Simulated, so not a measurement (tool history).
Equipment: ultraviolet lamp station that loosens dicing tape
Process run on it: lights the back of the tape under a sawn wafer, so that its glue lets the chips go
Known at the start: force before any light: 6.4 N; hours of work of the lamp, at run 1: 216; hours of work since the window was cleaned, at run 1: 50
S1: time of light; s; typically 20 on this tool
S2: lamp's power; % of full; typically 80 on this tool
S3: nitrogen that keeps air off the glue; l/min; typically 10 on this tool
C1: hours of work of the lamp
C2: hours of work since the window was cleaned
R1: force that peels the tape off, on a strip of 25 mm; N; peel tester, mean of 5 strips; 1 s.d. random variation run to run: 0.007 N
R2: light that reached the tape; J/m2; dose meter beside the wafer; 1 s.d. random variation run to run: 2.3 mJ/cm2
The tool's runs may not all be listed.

| run | hour | S1 | S2 | S3 | C1 | C2 | R1 | R2 |
|---|---|---|---|---|---|---|---|---|
| 1 | 0 | 20 | 80 | 10 | 216 | 50 | 0.244 | 2390 |
| 2 | 20.2 | 20 | 86 | 10 | 228 | 62 | 0.215 | 2600 |
| 3 | 37.8 | 20 | 80 | 12 | 239 | 73 | 0.228 | 2400 |
| 4 | 62.3 | 12 | 80 | 12 | 255 | 89 | 0.635 | 1450 |
| 5 | 97.8 | 14 | 80 | 12 | 277 | 111 | 0.479 | 1700 |
| 6 | 125.9 | 20 | 80 | 4 | 294 | 128 | 0.375 | 2420 |
| 7 | 161.2 | 20 | 80 | 7 | 316 | 150 | 0.283 | 2380 |
| 8 | 193.2 | 16 | 83 | 7 | 336 | 170 | 0.417 | 1950 |
| 9 | 211.6 | 13 | 63 | 8 | 348 | 182 | 0.974 | 1220 |
| 10 | 249.2 | 15 | 63 | 4 | 371 | 205 | 1.032 | 1390 |
| 11 | 286.9 | 15 | 97 | 19 | 395 | 229 | 0.241 | 2180 |

Predict the results of run 12:
| 12 | 320.9 | 15 | 97 | 19 | 416 | 250 | ? | ? |

R1: 0.245 N
R2: 2200 J/m2
Without the tool's hidden state the same run would have given R1 0.244 N, R2 2200 J/m2.
